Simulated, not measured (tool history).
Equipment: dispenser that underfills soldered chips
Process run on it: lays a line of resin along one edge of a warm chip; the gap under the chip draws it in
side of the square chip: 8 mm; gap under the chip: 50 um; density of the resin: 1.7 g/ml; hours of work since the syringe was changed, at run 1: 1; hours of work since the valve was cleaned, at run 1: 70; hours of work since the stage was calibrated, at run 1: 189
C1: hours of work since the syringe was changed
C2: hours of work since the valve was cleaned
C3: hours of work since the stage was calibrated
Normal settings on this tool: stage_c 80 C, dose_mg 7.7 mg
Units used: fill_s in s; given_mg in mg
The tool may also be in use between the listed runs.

Run 1, hour 0: usual settings; C1 1; C2 70; C3 189. Result: fill_s 117.8 s, given_mg 7.2 mg.
Run 2, hour 8.7: usual settings but dose_mg 7.58 mg; C1 7; C2 76; C3 195. Result: fill_s 177.7 s, given_mg 7 mg.
At hour 14.5: new syringe of resin.
Run 3, hour 18.6: usual settings; C1 3; C2 83; C3 202. Result: fill_s 131.7 s, given_mg 7.14 mg.
Run 4, hour 26.7: usual settings; C1 9; C2 88; C3 207. Result: fill_s 195.1 s, given_mg 7 mg.
At hour 31: new syringe of resin.
Run 5, hour 33.8: usual settings; C1 2; C2 93; C3 212. Result: fill_s 124.2 s, given_mg 7.2 mg.
Run 6, hour 39.8: usual settings; C1 6; C2 97; C3 217. Result: fill_s 164.7 s, given_mg 6.93 mg.
At hour 46.7: new syringe of resin.
Run 7, hour 47.4: usual settings; C1 1; C2 103; C3 222. Result: fill_s 111.3 s, given_mg 6.99 mg.
Run 8, hour 55: usual settings; C1 6; C2 108; C3 227. Result: fill_s 165.6 s, given_mg 6.82 mg.
Run 9, hour 61.5: usual settings but stage_c 66 C; C1 11; C2 113; C3 232. Result: fill_s 341.8 s, given_mg 6.76 mg.
At hour 62.9: new syringe of resin.
Run 10, hour 66.4: usual settings but stage_c 66 C; C1 2; C2 116; C3 235. Result: fill_s 197.4 s, given_mg 6.81 mg.
Run 11, hour 75.8: usual settings but stage_c 66 C; C1 9; C2 123; C3 242. Result: fill_s 312.8 s, given_mg 6.79 mg.
At hour 79.4: new syringe of resin.
Run 12, hour 83.8: usual settings but dose_mg 7.38 mg; C1 3; C2 128; C3 247. Result: fill_s 136 s, given_mg 6.53 mg.
Run 13, hour 89.5: usual settings but dose_mg 7.38 mg; C1 7; C2 132; C3 251. Result: fill_s 177.3 s, given_mg 6.32 mg.
At hour 95.6: new syringe of resin.
Run 14, hour 98.8: usual settings but dose_mg 7.38 mg; C1 2; C2 139; C3 258. Result: fill_s 129.1 s, given_mg 6.3 mg.
Run 15, hour 103.2: usual settings but dose_mg 8.49 mg; C1 5; C2 142; C3 261. Result: fill_s 151.7 s, given_mg 7.33 mg.
At hour 106.7: dispensing valve cleaned and set on the balance.
At hour 112.8: new syringe of resin.
Run 16, hour 114.5: usual settings but stage_c 69 C, dose_mg 9.69 mg; C1 1; C2 5; C3 268. Result: fill_s 154.3 s, given_mg 9.59 mg.
Run 17, hour 119.8: usual settings but stage_c 95 C, dose_mg 6.57 mg; C1 5; C2 9; C3 272. Result: fill_s 98.1 s, given_mg 6.47 mg.
Run 18, hour 127.9: usual settings but stage_c 75 C, dose_mg 7.19 mg; C1 11; C2 15; C3 278. Result: fill_s 258.6 s, given_mg 7.13 mg.
At hour 128.7: new syringe of resin.
Run 19, hour 137.4: usual settings but stage_c 73 C, dose_mg 6.87 mg; C1 6; C2 21; C3 284. Result: fill_s 202.2 s, given_mg 6.77 mg.
Run 20, hour 141.8: usual settings but stage_c 73 C, dose_mg 8.4 mg; C1 9; C2 25; C3 287. Result: fill_s 236.7 s, given_mg 8.3 mg.
At hour 144.7: new syringe of resin.
Run 21, hour 152: usual settings but stage_c 72 C, dose_mg 8.62 mg; C1 5; C2 32; C3 294. Result: fill_s 185.9 s, given_mg 8.29 mg.
Run 22, hour 159: usual settings but stage_c 94 C, dose_mg 7.54 mg; C1 10; C2 37; C3 299. Result: fill_s 139.1 s, given_mg 7.28 mg.
At hour 160.5: new syringe of resin.
Run 23, hour 165.3: usual settings but stage_c 93 C, dose_mg 9.82 mg; C1 3; C2 41; C3 304. Result: fill_s 88.3 s, given_mg 9.52 mg.

What does the tool deliver on the next run?
Run 24, hour 174.7: usual settings but stage_c 68 C, dose_mg 8.31 mg; C1 10; C2 48; C3 310. Result: fill_s ?, given_mg ?.

{"run 24": {"fill_s": 303.5, "given_mg": 8.09}}
Were there no unlogged condition in the tool, this run, its random variation unchanged, would have produced fill_s 160.7 s, given_mg 8.44 mg.

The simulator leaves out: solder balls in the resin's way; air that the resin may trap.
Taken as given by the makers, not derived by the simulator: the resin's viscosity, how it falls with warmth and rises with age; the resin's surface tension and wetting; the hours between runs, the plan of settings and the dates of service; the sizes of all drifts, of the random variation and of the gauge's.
